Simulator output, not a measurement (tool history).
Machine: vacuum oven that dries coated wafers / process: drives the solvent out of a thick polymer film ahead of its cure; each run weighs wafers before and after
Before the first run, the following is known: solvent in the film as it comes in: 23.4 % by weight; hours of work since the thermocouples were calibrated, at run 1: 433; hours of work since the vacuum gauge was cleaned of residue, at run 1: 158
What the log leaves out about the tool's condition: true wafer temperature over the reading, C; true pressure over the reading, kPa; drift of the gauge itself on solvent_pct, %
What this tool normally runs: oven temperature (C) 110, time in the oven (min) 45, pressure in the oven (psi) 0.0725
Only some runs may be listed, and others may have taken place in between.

run     day  oven temperature (C)  time in the oven (min)  pressure in the oven (psi)  hours of work since the thermocouples were calibrated  hours of work since the vacuum gauge was cleaned of residue  solvent left in the film (%)
  1   0.000                   110                      45                      0.0725                                                    433                                                          158                          2.96
  2   0.917                   110                      45                      0.0725                                                    447                                                          172                          2.73
  3   1.804                   110                      45                      0.0725                                                    459                                                          184                          2.88
  4   2.758                   110                      77                      0.0725                                                    473                                                          198                          0.98
  5   3.746                   110                      45                      0.0725                                                    488                                                          212                          2.92
  6   4.450                   110                      45                      0.0725                                                    498                                                          223                          2.79
  7   5.138                   110                      45                      0.0725                                                    508                                                          232                          2.82
  8   6.038                   110                      45                      0.0725                                                    521                                                          245                          3.00
  9   6.862                   110                      45                      0.0725                                                    532                                                          257                          2.81
 10   7.829                   110                      45                      0.0725                                                    546                                                          271                          2.89
 11   8.754                   110                      45                      0.0725                                                    560                                                          285                          2.94
 12   9.633                   110                      45                      0.0725                                                    572                                                          297                          2.85
 13  10.388                   110                      38                      0.0725                                                    583                                                          308                          3.86
 14  10.917                   110                      45                      0.1740                                                    591                                                          316                          3.47
     11.067  -- vacuum gauge cleaned of residue and calibrated
 15  11.758                   110                      45                      0.1740                                                    602                                                           10                          3.52
 16  12.442                   110                      45                      0.1740                                                    612                                                           20                          3.43
 17  13.075                   110                      73                      0.0725                                                    621                                                           29                          1.19
 18  14.042                   110                      45                      0.1778                                                    635                                                           43                          3.52
 19  14.462                   110                      45                      0.0931                                                    641                                                           49                          3.16
     14.900  -- vacuum gauge cleaned of residue and calibrated, once more
 20  14.971                   110                      45                      0.0931                                                    648                                                            1                          2.92
 21  15.529                   110                      45                      0.0931                                                    656                                                            9                          3.04
 22  16.217                   110                      45                      0.0725                                                    666                                                           19                          2.86
 23  16.808                   110                      45                      0.0725                                                    674                                                           28                          2.95
 24  17.396                   110                      43                      0.0725                                                    683                                                           36                          3.09
 25  18.233                    96                      39                      0.0933                                                    695                                                           48                          7.74
 26  19.075                    96                      33                      0.0641                                                    707                                                           60                          8.62
 27  19.792                   115                      47                      0.1796                                                    717                                                           71                          2.20
 28  20.529                   115                      47                      0.1796                                                    728                                                           81                          2.24
 29  21.229                   111                      54                      0.0725                                                    738                                                           91                          1.94
 30  21.862                   111                      54                      0.0725                                                    747                                                          100                          2.00
 31  22.854                   119                      54                      0.0725                                                    761                                                          115                          0.95
 32  23.383                   119                      54                      0.0725                                                    769                                                          122                          0.92
 33  24.267                   121                      59                      0.1314                                                    782                                                          135                          0.88
 34  24.892                   121                      59                      0.1314                                                    791                                                          144                          0.81
 35  25.875                   105                      45                      0.1912                                                    805                                                          158                          4.66
 36  26.421                   110                      23                      0.1887                                                    813                                                          166                          7.53
 37  27.050                   110                      23                      0.1887                                                    822                                                          175                          7.48
 38  27.612                   104                      23                      0.2221                                                    830                                                          183                          9.47
 39  28.438                   123                      45                      0.1411                                                    842                                                          195                          1.18
 40  29.454                   110                      29                      0.1791                                                    856                                                          210                          6.00
 41  29.954                   110                      63                      0.1791                                                    864                                                          217                          1.96
 42  30.821                   107                      63                      0.2136                                                    876                                                          230                          2.83
 43  31.708                   108                      50                      0.0877                                                    889                                                          242                          3.00
 44  32.671                   123                      41                      0.0637                                                    903                                                          256                          1.20
 45  33.396                   123                      41                      0.2638                                                    913                                                          267                          1.78
 46  33.979                   102                      47                      0.2638                                                    922                                                          275                          5.70
 47  34.646                   102                      47                      0.1861                                                    931                                                          285                          5.33

4 ways to go on from here, each from the tool as it stands after run 47. What would each give?
  A  35.492                   105                      47                      0.0532                                                    944                                                          297                             ?
  B  35.492                    97                      27                      0.0898                                                    944                                                          297                             ?
  C  35.492                   118                      28                      0.0773                                                    944                                                          297                             ?
  D  35.492                    99                      38                      0.1861                                                    944                                                          297                             ?

run  solvent left in the film (%)
  A                          3.76
  B                          9.98
  C                          3.86
  D                          7.48
What these runs would have given with no unlogged condition in the tool:
run  solvent left in the film (%)
  A                          3.26
  B                          9.40
  C                          3.42
  D                          6.87

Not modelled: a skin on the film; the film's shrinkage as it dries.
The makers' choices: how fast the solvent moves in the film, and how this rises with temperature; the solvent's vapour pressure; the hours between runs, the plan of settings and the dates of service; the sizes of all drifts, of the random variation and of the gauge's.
